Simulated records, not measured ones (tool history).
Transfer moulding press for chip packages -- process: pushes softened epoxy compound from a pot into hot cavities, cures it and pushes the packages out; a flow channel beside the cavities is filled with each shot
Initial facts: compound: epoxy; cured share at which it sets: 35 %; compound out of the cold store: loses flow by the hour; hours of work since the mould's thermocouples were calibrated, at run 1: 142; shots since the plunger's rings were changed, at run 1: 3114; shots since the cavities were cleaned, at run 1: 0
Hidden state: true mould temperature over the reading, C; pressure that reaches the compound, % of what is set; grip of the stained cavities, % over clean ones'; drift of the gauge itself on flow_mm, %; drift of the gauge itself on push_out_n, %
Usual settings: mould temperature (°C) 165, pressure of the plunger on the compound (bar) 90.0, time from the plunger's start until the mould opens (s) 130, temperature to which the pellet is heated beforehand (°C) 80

run,hour,mould temperature (°C),pressure of the plunger on the compound (bar),time from the plunger's start until the mould opens (s),temperature to which the pellet is heated beforehand (°C),hours of work since the mould's thermocouples were calibrated,shots since the plunger's rings were changed,shots since the cavities were cleaned,incoming compound's hours out of the cold store,length that the compound runs in the flow channel (mm),greatest force on the pins that push the packages out (N)
1,0.0,165,90.0,130,80,142,3114,0,30.6,504,452
2,21.7,165,90.0,130,80,159,3347,233,8.9,565,661
3,47.4,165,77.6,130,80,180,3625,511,24.9,478,827
# hour 69.9: cavities cleaned with cleaning compound and waxed
4,75.4,165,77.6,130,80,201,3910,59,13.8,504,531
5,97.2,165,90.0,130,80,218,4146,295,44.7,475,709
6,112.3,165,90.0,130,80,230,4309,458,19.0,538,779
7,136.9,165,90.0,130,80,249,4574,723,19.9,526,879
# hour 140.5: cavities cleaned with cleaning compound and waxed
8,161.0,165,90.0,130,80,267,4818,221,34.4,487,650
9,174.2,165,90.0,130,80,278,4960,363,35.7,483,726
10,189.1,165,90.0,130,80,290,5121,524,47.9,463,803
11,207.8,165,92.0,115,80,305,5323,726,27.2,506,991
# hour 210.7: cavities cleaned with cleaning compound and waxed
# hour 225.5: plunger's sealing rings changed
12,226.8,165,92.0,115,80,316,13,147,44.4,512,696
13,246.1,165,90.0,152,71,332,222,356,32.4,536,684
14,270.0,165,90.0,152,71,351,479,613,21.4,553,819
# hour 282.6: cavities cleaned with cleaning compound and waxed
15,282.9,165,98.5,130,80,360,603,3,27.4,560,451
16,309.2,162,97.6,153,71,381,886,286,11.8,623,704
17,321.7,162,97.6,153,71,390,1021,421,21.1,591,750
18,338.2,162,97.6,153,71,403,1199,599,10.1,625,892
# hour 353.3: cavities cleaned with cleaning compound and waxed
19,357.7,162,76.3,119,86,418,1393,48,34.9,487,656

Same runs, no hidden state in the tool, same run-to-run variation:
run,length that the compound runs in the flow channel (mm),greatest force on the pins that push the packages out (N)
1,526,435
2,591,432
3,502,435
4,531,440
5,502,433
6,569,418
7,560,426
8,520,426
9,516,417
10,496,421
11,545,469
12,508,486
13,533,403
14,552,417
15,560,431
16,625,428
17,593,409
18,629,446
19,491,539

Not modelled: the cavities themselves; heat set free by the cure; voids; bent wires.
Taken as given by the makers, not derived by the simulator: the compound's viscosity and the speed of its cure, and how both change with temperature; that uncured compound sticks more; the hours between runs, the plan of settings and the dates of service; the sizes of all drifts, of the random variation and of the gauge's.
